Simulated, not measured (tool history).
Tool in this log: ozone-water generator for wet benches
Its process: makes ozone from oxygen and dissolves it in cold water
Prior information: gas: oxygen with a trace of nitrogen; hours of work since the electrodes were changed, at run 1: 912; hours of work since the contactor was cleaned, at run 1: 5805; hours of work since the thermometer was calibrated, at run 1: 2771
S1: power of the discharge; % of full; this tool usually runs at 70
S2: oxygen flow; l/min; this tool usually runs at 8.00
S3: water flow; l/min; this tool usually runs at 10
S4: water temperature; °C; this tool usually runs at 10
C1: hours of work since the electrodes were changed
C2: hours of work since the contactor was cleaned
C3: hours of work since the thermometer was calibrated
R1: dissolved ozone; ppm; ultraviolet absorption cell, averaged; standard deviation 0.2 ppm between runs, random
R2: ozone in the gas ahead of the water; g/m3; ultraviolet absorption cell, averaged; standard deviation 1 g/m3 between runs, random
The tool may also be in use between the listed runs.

| run | day | S1 | S2 | S3 | S4 | C1 | C2 | C3 | R1 | R2 |
|---|---|---|---|---|---|---|---|---|---|---|
| 1 | 0.000 | 70 | 8.00 | 10 | 10 | 912 | 5805 | 2771 | 28.2 | 181.7 |
| 2 | 2.646 | 70 | 8.00 | 10 | 10 | 973 | 5865 | 2832 | 29.0 | 183.2 |
| 3 | 5.429 | 70 | 8.00 | 10 | 10 | 1036 | 5929 | 2895 | 28.4 | 181.9 |
|  | 7.462 | contactor cleaned |
| 4 | 8.033 | 70 | 8.00 | 10 | 10 | 1092 | 13 | 2951 | 28.9 | 180.3 |
| 5 | 11.100 | 70 | 8.00 | 10 | 10 | 1161 | 83 | 3021 | 28.8 | 181.7 |
| 6 | 13.933 | 70 | 8.00 | 10 | 10 | 1226 | 147 | 3085 | 28.5 | 180.3 |
| 7 | 15.400 | 70 | 8.00 | 10 | 10 | 1260 | 181 | 3119 | 28.4 | 180.4 |
| 8 | 17.233 | 70 | 12.95 | 10 | 10 | 1301 | 223 | 3160 | 24.6 | 138.3 |
| 9 | 19.300 | 70 | 12.95 | 10 | 10 | 1348 | 270 | 3208 | 24.7 | 135.8 |
| 10 | 21.654 | 70 | 12.95 | 10 | 10 | 1402 | 324 | 3261 | 24.8 | 136.4 |
| 11 | 24.167 | 70 | 12.95 | 10 | 10 | 1459 | 381 | 3319 | 24.7 | 136.9 |
| 12 | 27.142 | 70 | 12.95 | 10 | 10 | 1527 | 449 | 3386 | 25.0 | 135.2 |
| 13 | 29.050 | 70 | 12.95 | 10 | 10 | 1571 | 492 | 3430 | 24.7 | 136.0 |
| 14 | 30.596 | 70 | 8.00 | 10 | 10 | 1606 | 527 | 3465 | 28.7 | 180.2 |
| 15 | 31.971 | 70 | 10.00 | 10 | 10 | 1637 | 559 | 3497 | 27.0 | 156.7 |
| 16 | 33.329 | 70 | 10.00 | 12 | 10 | 1668 | 590 | 3527 | 24.3 | 157.0 |
| 17 | 36.096 | 70 | 12.71 | 12 | 10 | 1731 | 653 | 3591 | 22.8 | 138.0 |
| 18 | 38.858 | 70 | 12.71 | 12 | 10 | 1794 | 716 | 3654 | 23.3 | 135.7 |

Forecast run 19:
| 19 | 40.504 | 70 | 12.71 | 12 | 10 | 1832 | 753 | 3691 | ? | ? |

R1: 22.9 ppm
R2: 136.4 g/m3
Take away the tool's hidden state, keep the run-to-run variation as it was, and the same run would have given R1 22.9 ppm, R2 139.8 g/m3.
